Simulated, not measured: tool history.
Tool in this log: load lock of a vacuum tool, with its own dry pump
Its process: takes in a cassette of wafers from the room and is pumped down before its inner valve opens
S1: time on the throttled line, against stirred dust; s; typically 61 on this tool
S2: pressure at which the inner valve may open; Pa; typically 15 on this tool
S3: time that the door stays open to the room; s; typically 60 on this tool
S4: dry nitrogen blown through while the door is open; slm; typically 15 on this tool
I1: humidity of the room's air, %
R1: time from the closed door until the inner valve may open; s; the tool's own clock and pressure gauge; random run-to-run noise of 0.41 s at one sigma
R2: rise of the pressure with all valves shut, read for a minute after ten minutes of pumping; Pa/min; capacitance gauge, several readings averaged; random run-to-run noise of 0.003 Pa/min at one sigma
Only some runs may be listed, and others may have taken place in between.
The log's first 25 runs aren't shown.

run    hour  S1  S2   S3  S4    I1     R1     R2
 26  2658.0  61  15   31  11  45.0  102.2  0.033
 27  2796.8  61  15   31  11  47.5  102.3  0.038
 28  2924.6  92  20  208   8  45.2  127.0  0.078
 29  3058.3  40  20  208   8  41.9   82.9  0.074
 30  3144.3  40  20  208   8  46.0   83.0  0.078
 31  3236.5  40  20  208   8  43.7   82.8  0.069
 32  3331.4  40  20  208   8  44.0   82.5  0.079
 33  3450.8  40  20  208   8  41.8   82.9  0.077
 34  3535.4  40  25  208   7  43.8   81.4  0.082
 35  3604.0  42  14  223   7  43.8   86.2  0.089
 36  3674.1  42  14  223   7  45.0   86.2  0.092

Branching from run 36: 3 alternative next runs. What would each branch give?
  A  3777.2   61  15   60   7  44.0   ?   ?
  B  3777.2  100  15  115   9  44.8   ?   ?
  C  3777.2   61  15   37  25  45.5   ?   ?

run     R1     R2
  A  101.8  0.047
  B  136.2  0.057
  C  101.3  0.025
Without the tool's hidden state the same runs would have given:
run     R1     R2
  A  101.8  0.046
  B  136.2  0.057
  C  101.3  0.025
